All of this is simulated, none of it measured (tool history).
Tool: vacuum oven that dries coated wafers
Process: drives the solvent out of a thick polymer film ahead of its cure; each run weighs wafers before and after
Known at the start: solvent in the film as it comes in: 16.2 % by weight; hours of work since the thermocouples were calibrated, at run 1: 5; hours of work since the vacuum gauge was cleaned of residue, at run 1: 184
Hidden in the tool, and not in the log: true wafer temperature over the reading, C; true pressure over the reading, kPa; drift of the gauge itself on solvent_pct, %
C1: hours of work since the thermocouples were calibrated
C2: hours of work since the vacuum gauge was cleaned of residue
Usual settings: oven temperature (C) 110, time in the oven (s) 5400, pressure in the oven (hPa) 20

{"run": 1, "day": 0.0, "oven temperature (C)": 110, "time in the oven (s)": 5400, "pressure in the oven (hPa)": 20, "C1": 5, "C2": 184, "solvent left in the film (%)": 2.51}
{"run": 2, "day": 0.629, "oven temperature (C)": 110, "time in the oven (s)": 4200, "pressure in the oven (hPa)": 20, "C1": 14, "C2": 193, "solvent left in the film (%)": 3.05}
{"run": 3, "day": 1.504, "oven temperature (C)": 110, "time in the oven (s)": 4200, "pressure in the oven (hPa)": 20, "C1": 27, "C2": 205, "solvent left in the film (%)": 3.03}
{"run": 4, "day": 2.079, "oven temperature (C)": 110, "time in the oven (s)": 4200, "pressure in the oven (hPa)": 20, "C1": 35, "C2": 213, "solvent left in the film (%)": 2.95}
{"run": 5, "day": 2.496, "oven temperature (C)": 110, "time in the oven (s)": 9060, "pressure in the oven (hPa)": 20, "C1": 41, "C2": 219, "solvent left in the film (%)": 2.09}
{"run": 6, "day": 3.4, "oven temperature (C)": 110, "time in the oven (s)": 5040, "pressure in the oven (hPa)": 20, "C1": 54, "C2": 232, "solvent left in the film (%)": 2.63}
{"run": 7, "day": 4.208, "oven temperature (C)": 110, "time in the oven (s)": 5400, "pressure in the oven (hPa)": 20, "C1": 66, "C2": 244, "solvent left in the film (%)": 2.52}
{"run": 8, "day": 4.879, "oven temperature (C)": 110, "time in the oven (s)": 4380, "pressure in the oven (hPa)": 20, "C1": 75, "C2": 254, "solvent left in the film (%)": 2.9}
{"run": 9, "day": 5.667, "oven temperature (C)": 110, "time in the oven (s)": 4380, "pressure in the oven (hPa)": 20, "C1": 87, "C2": 265, "solvent left in the film (%)": 2.89}
{"run": 10, "day": 6.158, "oven temperature (C)": 108, "time in the oven (s)": 5400, "pressure in the oven (hPa)": 20, "C1": 94, "C2": 272, "solvent left in the film (%)": 2.85}
{"run": 11, "day": 7.083, "oven temperature (C)": 108, "time in the oven (s)": 5400, "pressure in the oven (hPa)": 20, "C1": 107, "C2": 285, "solvent left in the film (%)": 2.85}
{"run": 12, "day": 7.612, "oven temperature (C)": 108, "time in the oven (s)": 5400, "pressure in the oven (hPa)": 20, "C1": 115, "C2": 293, "solvent left in the film (%)": 2.86}
{"run": 13, "day": 8.533, "oven temperature (C)": 108, "time in the oven (s)": 5400, "pressure in the oven (hPa)": 20, "C1": 128, "C2": 306, "solvent left in the film (%)": 2.86}
{"run": 14, "day": 8.946, "oven temperature (C)": 108, "time in the oven (s)": 5400, "pressure in the oven (hPa)": 20, "C1": 134, "C2": 312, "solvent left in the film (%)": 2.87}
{"run": 15, "day": 9.754, "oven temperature (C)": 118, "time in the oven (s)": 5400, "pressure in the oven (hPa)": 20, "C1": 145, "C2": 324, "solvent left in the film (%)": 1.68}
{"run": 16, "day": 10.296, "oven temperature (C)": 110, "time in the oven (s)": 5400, "pressure in the oven (hPa)": 15.2, "C1": 153, "C2": 331, "solvent left in the film (%)": 2.03}
{"run": 17, "day": 11.0, "oven temperature (C)": 110, "time in the oven (s)": 5400, "pressure in the oven (hPa)": 15.2, "C1": 163, "C2": 342, "solvent left in the film (%)": 2.08}
{"run": 18, "day": 11.946, "oven temperature (C)": 110, "time in the oven (s)": 5400, "pressure in the oven (hPa)": 15.2, "C1": 177, "C2": 355, "solvent left in the film (%)": 2.01}
{"run": 19, "day": 12.442, "oven temperature (C)": 110, "time in the oven (s)": 9060, "pressure in the oven (hPa)": 15.2, "C1": 184, "C2": 362, "solvent left in the film (%)": 1.62}
{"run": 20, "day": 13.4, "oven temperature (C)": 110, "time in the oven (s)": 9060, "pressure in the oven (hPa)": 15.2, "C1": 198, "C2": 376, "solvent left in the film (%)": 1.62}
{"run": 21, "day": 13.971, "oven temperature (C)": 110, "time in the oven (s)": 3120, "pressure in the oven (hPa)": 20, "C1": 206, "C2": 384, "solvent left in the film (%)": 3.82}
{"run": 22, "day": 14.517, "oven temperature (C)": 110, "time in the oven (s)": 3000, "pressure in the oven (hPa)": 20, "C1": 214, "C2": 392, "solvent left in the film (%)": 3.99}
{"run": 23, "day": 15.312, "oven temperature (C)": 110, "time in the oven (s)": 5400, "pressure in the oven (hPa)": 20, "C1": 225, "C2": 404, "solvent left in the film (%)": 2.58}
{"run": 24, "day": 16.029, "oven temperature (C)": 110, "time in the oven (s)": 5400, "pressure in the oven (hPa)": 20, "C1": 235, "C2": 414, "solvent left in the film (%)": 2.52}
{"run": 25, "day": 16.496, "oven temperature (C)": 95, "time in the oven (s)": 3600, "pressure in the oven (hPa)": 40.3, "C1": 242, "C2": 421, "solvent left in the film (%)": 10.07}
{"run": 26, "day": 17.442, "oven temperature (C)": 102, "time in the oven (s)": 9300, "pressure in the oven (hPa)": 18.9, "C1": 256, "C2": 434, "solvent left in the film (%)": 2.94}
{"run": 27, "day": 18.283, "oven temperature (C)": 115, "time in the oven (s)": 9300, "pressure in the oven (hPa)": 44.2, "C1": 268, "C2": 446, "solvent left in the film (%)": 3.88}
{"run": 28, "day": 19.188, "oven temperature (C)": 115, "time in the oven (s)": 9300, "pressure in the oven (hPa)": 44.2, "C1": 281, "C2": 459, "solvent left in the film (%)": 3.88}
{"run": 29, "day": 19.646, "oven temperature (C)": 110, "time in the oven (s)": 3600, "pressure in the oven (hPa)": 16.8, "C1": 287, "C2": 466, "solvent left in the film (%)": 3.09}
{"run": 30, "day": 20.467, "oven temperature (C)": 110, "time in the oven (s)": 9660, "pressure in the oven (hPa)": 20, "C1": 299, "C2": 478, "solvent left in the film (%)": 2.14}
{"run": 31, "day": 20.967, "oven temperature (C)": 103, "time in the oven (s)": 4380, "pressure in the oven (hPa)": 34.9, "C1": 306, "C2": 485, "solvent left in the film (%)": 6.23}
{"run": 32, "day": 21.608, "oven temperature (C)": 121, "time in the oven (s)": 3960, "pressure in the oven (hPa)": 28.2, "C1": 316, "C2": 494, "solvent left in the film (%)": 2.17}
{"run": 33, "day": 22.375, "oven temperature (C)": 121, "time in the oven (s)": 3960, "pressure in the oven (hPa)": 28.2, "C1": 327, "C2": 505, "solvent left in the film (%)": 2.16}
{"run": 34, "day": 22.85, "oven temperature (C)": 121, "time in the oven (s)": 3960, "pressure in the oven (hPa)": 28.2, "C1": 333, "C2": 512, "solvent left in the film (%)": 2.16}
{"run": 35, "day": 23.504, "oven temperature (C)": 121, "time in the oven (s)": 3960, "pressure in the oven (hPa)": 28.2, "C1": 343, "C2": 521, "solvent left in the film (%)": 2.15}
{"run": 36, "day": 24.067, "oven temperature (C)": 121, "time in the oven (s)": 3960, "pressure in the oven (hPa)": 28.2, "C1": 351, "C2": 529, "solvent left in the film (%)": 2.18}
{"run": 37, "day": 24.825, "oven temperature (C)": 111, "time in the oven (s)": 5400, "pressure in the oven (hPa)": 61.1, "C1": 362, "C2": 540, "solvent left in the film (%)": 6.37}

The next listed run, before its measurement:
{"run": 38, "day": 25.617, "oven temperature (C)": 121, "time in the oven (s)": 3180, "pressure in the oven (hPa)": 20, "C1": 373, "C2": 552, "solvent left in the film (%)": "?"}

{"run 38": {"solvent left in the film (%)": 1.78}}
Without the tool's hidden state the same run would have given solvent left in the film (%) 1.77.

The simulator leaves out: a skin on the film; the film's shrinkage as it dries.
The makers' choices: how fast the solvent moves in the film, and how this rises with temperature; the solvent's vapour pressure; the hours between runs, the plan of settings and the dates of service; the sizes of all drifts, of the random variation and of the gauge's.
